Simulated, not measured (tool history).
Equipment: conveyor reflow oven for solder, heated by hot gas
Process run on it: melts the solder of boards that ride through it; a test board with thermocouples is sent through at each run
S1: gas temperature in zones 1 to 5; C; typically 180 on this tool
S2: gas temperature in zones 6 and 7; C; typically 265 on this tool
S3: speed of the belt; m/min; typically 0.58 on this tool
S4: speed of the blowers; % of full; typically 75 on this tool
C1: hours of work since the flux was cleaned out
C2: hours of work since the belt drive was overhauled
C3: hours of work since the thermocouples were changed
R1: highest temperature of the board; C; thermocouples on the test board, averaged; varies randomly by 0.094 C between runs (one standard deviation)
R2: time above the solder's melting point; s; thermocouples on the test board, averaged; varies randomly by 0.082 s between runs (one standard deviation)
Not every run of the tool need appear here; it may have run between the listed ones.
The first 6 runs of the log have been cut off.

run   hour   S1   S2     S3  S4   C1   C2   C3      R1     R2
  7   88.4  189  265   0.58  75  244  189  700  253.52  60.82
  8  107.7  181  265   0.58  75  252  197  708  252.02  56.49
  9  131.9  181  269   0.58  75  262  207  718  255.47  58.67
 10  147.7  181  269   0.58  75  268  213  724   255.5  58.72
 11  169.8  181  269   0.58  75  277  222  733   255.6  58.64
 12  181.3  180  265   0.58  75  282  227  738  251.67  56.03
 13  201.4  180  265   0.58  75  290  235  746  251.62     56
 14  222.7  180  265   0.58  75  299  244  755  251.86  55.91
     236.7  -- flux residue cleaned out of gas plates and filters
 15  247.9  180  266   0.58  75    5  252  763  254.37  58.17
 16  261.7  180  266   0.58  75   10  258  769  254.36  58.07
 17  276.2  180  277   0.58  75   16  263  775  264.19  63.19
 18  290.8  180  275   0.58  52   22  269  781  256.33  58.12
 19  311.3  180  262   0.58  57   30  278  789  246.81  51.99
 20  322.5  171  278  0.511  85   35  282  794  268.84  71.62
 21  339.5  171  278  0.511  85   42  289  801  268.87   71.6
 22  355.5  171  278  0.511  85   48  296  807  268.71   71.7
 23  370.2  171  260  0.537  85   54  302  813  251.22   58.4
 24  382.6  180  270   0.58  88   60  307  818  259.96  61.36
 25  406.3  180  262  0.634  88   69  317  828  250.42  50.88
 26  430.5  180  262  0.634  88   79  326  838  250.42  50.69
 27    450  180  262  0.634  88   87  334  846  250.25  50.79
 28  473.9  172  265  0.476  73   97  344  855  256.62  70.63
 29  498.6  166  265   0.51  73  107  354  865  254.34  61.66
 30  516.2  180  265  0.622  76  114  361  873   251.5   51.8
 31  529.9  180  265  0.622  76  120  367  878  251.18  51.72

Below are 4 alternative next runs, each starting from the tool's condition after run 31. Predict each:
  A  550.9  171  265  0.687  76  128  376  887   ?   ?
  B  550.9  180  265  0.622  57  128  376  887   ?   ?
  C  550.9  180  262   0.58  75  128  376  887   ?   ?
  D  550.9  179  265  0.511  75  128  376  887   ?   ?

run      R1     R2
  A  246.14  40.24
  B  246.94   47.6
  C  250.41  55.51
  D   256.2  67.45
With the hidden condition removed and each run's random variation left untouched, the same runs would have given:
run      R1     R2
  A  245.99  40.31
  B  246.53  47.42
  C  249.87  55.29
  D  255.49  67.09

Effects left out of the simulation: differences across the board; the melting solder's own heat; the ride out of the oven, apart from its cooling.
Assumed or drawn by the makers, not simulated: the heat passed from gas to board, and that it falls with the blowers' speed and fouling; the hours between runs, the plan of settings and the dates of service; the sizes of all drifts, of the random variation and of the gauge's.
